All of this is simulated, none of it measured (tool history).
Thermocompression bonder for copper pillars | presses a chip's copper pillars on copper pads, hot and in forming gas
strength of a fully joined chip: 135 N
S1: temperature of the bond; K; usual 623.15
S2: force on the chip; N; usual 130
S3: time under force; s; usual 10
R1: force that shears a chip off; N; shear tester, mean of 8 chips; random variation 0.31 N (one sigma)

Run 1, hour 0: usual settings. Result: R1 55.5 N.
Run 2, hour 59.7: usual settings. Result: R1 55.3 N.
Run 3, hour 99.1: usual settings. Result: R1 55.6 N.
Run 4, hour 158.4: usual settings but S2 165 N. Result: R1 69.5 N.
Run 5, hour 223.2: usual settings but S1 638.15 K. Result: R1 66.1 N.
Run 6, hour 259.9: usual settings but S1 638.15 K. Result: R1 65.8 N.
Run 7, hour 319.5: usual settings but S1 638.15 K. Result: R1 65.4 N.
Run 8, hour 386.2: usual settings but S1 630.15 K. Result: R1 60.4 N.
Run 9, hour 440.8: usual settings but S1 630.15 K. Result: R1 59.8 N.
Run 10, hour 486.5: usual settings but S1 630.15 K. Result: R1 59.2 N.
Run 11, hour 519.9: usual settings but S1 630.15 K. Result: R1 60.6 N.
Run 12, hour 589.4: usual settings but S1 633.15 K. Result: R1 62.3 N.
Run 13, hour 617.2: usual settings but S1 633.15 K. Result: R1 62 N.
Run 14, hour 672.9: usual settings but S1 633.15 K. Result: R1 62.4 N.
Run 15, hour 740.4: usual settings but S3 12 s. Result: R1 59.5 N.
Run 16, hour 790.1: usual settings but S3 12 s. Result: R1 59.9 N.
Run 17, hour 826.5: usual settings but S3 12 s. Result: R1 59.4 N.
Run 18, hour 876.2: usual settings. Result: R1 56 N.
Run 19, hour 920: usual settings but S3 6 s. Result: R1 45.5 N.
Run 20, hour 971: usual settings but S3 6 s. Result: R1 45.4 N.
Run 21, hour 1035.6: usual settings but S3 6 s. Result: R1 45.5 N.
Run 22, hour 1066.5: usual settings but S3 6 s. Result: R1 45.3 N.
Run 23, hour 1119.7: usual settings but S3 6 s. Result: R1 45.5 N.
Run 24, hour 1166.4: usual settings but S1 597.15 K, S2 79 N, S3 6 s. Result: R1 17.4 N.
Run 25, hour 1215.4: usual settings but S1 594.15 K. Result: R1 38 N.
Run 26, hour 1272.8: usual settings but S1 603.15 K, S3 28 s. Result: R1 64 N.
Run 27, hour 1339.8: usual settings but S3 16 s. Result: R1 65.6 N.
Run 28, hour 1396: usual settings but S3 5 s. Result: R1 41.9 N.
Run 29, hour 1426.2: usual settings but S3 5 s. Result: R1 42.4 N.
Run 30, hour 1478.9: usual settings but S1 619.15 K. Result: R1 52.8 N.
Run 31, hour 1541.8: usual settings but S1 641.15 K, S2 123 N, S3 5 s. Result: R1 49.4 N.
Run 32, hour 1593.1: usual settings but S1 646.15 K. Result: R1 70.6 N.
Run 33, hour 1632.2: usual settings but S1 603.15 K, S2 171 N, S3 9 s. Result: R1 54.8 N.
Run 34, hour 1675.4: usual settings but S1 612.15 K, S2 169 N, S3 8 s. Result: R1 58.5 N.
Run 35, hour 1706: usual settings but S1 612.15 K, S2 169 N, S3 8 s. Result: R1 57.9 N.
Run 36, hour 1738.8: usual settings but S2 90 N. Result: R1 37.4 N.
Run 37, hour 1772.1: usual settings but S2 90 N. Result: R1 37.1 N.
Run 38, hour 1832: usual settings but S1 607.15 K, S2 83 N, S3 17 s. Result: R1 34.7 N.

Taken out of this log: 7 entries between the listed runs. Where each belongs, and how the hidden state differs across it:
Between runs 3 and 4: forming gas filter changed (hour 103.1)
  oxide that the forming gas leaves, % of the face: 0.84 -> 0.54
Between runs 11 and 12: forming gas filter changed (hour 525.1)
  oxide that the forming gas leaves, % of the face: 0.81 -> 0.55
Between runs 19 and 20: forming gas filter changed (hour 946.5)
  oxide that the forming gas leaves, % of the face: 0.79 -> 0.52
Between runs 25 and 26: heater calibrated with a thermocouple chip (hour 1250.7)
  true temperature of the bond over the reading, C: 0.1 -> 0; oxide that the forming gas leaves, % of the face: 0.7 -> 0.74
Between runs 27 and 28: forming gas filter changed (hour 1368.9); force cell calibrated (hour 1374)
  force that reaches the chip, % of what is set: 100.3 -> 100; oxide that the forming gas leaves, % of the face: 0.78 -> 0.52
Between runs 37 and 38: forming gas filter changed (hour 1792.5)
  oxide that the forming gas leaves, % of the face: 0.8 -> 0.53
